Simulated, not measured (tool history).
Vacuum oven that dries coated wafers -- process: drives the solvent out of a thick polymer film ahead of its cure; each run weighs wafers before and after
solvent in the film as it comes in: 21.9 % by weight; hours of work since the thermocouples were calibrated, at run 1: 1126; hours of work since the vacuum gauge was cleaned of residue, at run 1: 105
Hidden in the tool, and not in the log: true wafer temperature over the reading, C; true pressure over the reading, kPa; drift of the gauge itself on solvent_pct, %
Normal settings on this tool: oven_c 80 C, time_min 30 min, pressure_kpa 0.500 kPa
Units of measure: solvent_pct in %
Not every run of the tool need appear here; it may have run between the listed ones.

run,hour,oven_c,time_min,pressure_kpa,hours of work since the thermocouples were calibrated,hours of work since the vacuum gauge was cleaned of residue,solvent_pct
1,0.0,80,30,0.500,1126,105,0.95
2,21.9,80,30,1.615,1135,114,1.34
3,68.3,92,30,0.500,1155,134,0.14
4,96.0,92,30,0.500,1167,146,0.14
5,117.3,66,30,0.500,1176,155,5.07
6,160.7,82,30,0.500,1195,173,0.73
7,181.0,82,30,0.500,1203,182,0.70
# hour 212.4: oven's thermocouples calibrated
8,212.4,82,30,0.500,0,195,0.74
9,238.2,82,30,0.500,11,206,0.75
10,274.1,82,30,0.500,26,221,0.73
11,307.3,82,30,0.500,41,235,0.72
# hour 329.6: oven's thermocouples calibrated, once more
12,340.6,82,30,0.500,5,249,0.63
13,366.0,82,30,0.500,16,260,0.64
14,404.2,82,30,0.500,32,276,0.66
15,438.1,82,30,0.500,46,290,0.67
16,473.0,82,30,0.500,61,305,0.69
17,496.1,80,30,0.500,71,315,0.92
18,523.8,80,30,0.500,83,327,0.89
19,555.0,80,30,0.500,97,341,0.89
20,587.5,80,33,0.564,110,354,0.72
21,628.6,80,33,0.564,128,372,0.77
22,662.2,82,26,1.782,142,386,1.32
23,684.5,93,30,1.434,152,396,0.29
24,730.3,94,29,0.500,172,416,0.10
25,755.1,94,29,0.500,182,426,0.13
26,783.0,80,37,0.500,194,438,0.52
27,831.7,83,37,0.500,215,459,0.34
28,879.9,83,37,0.500,236,480,0.33
29,923.6,66,37,0.878,254,498,3.93
30,965.9,66,37,0.878,272,516,3.94
31,1011.9,80,40,0.500,292,536,0.46
32,1039.0,80,16,0.500,304,548,3.38
33,1078.0,80,16,0.500,320,564,3.43
34,1112.0,80,16,0.500,335,579,3.44
35,1146.5,80,16,0.500,350,594,3.41
36,1169.4,80,16,0.500,360,604,3.46
37,1201.1,80,16,0.500,373,617,3.41
38,1244.7,68,19,0.315,392,636,6.93

Here are 3 independent what-if runs from the current tool condition. What would each one return?
A,1286.8,95,45,0.544,410,654,?
B,1286.8,87,41,0.500,410,654,?
C,1286.8,83,29,1.146,410,654,?

run,solvent_pct
A,0.13
B,0.19
C,0.85
What these runs would have given with no unlogged condition in the tool:
run,solvent_pct
A,0.09
B,0.13
C,0.73
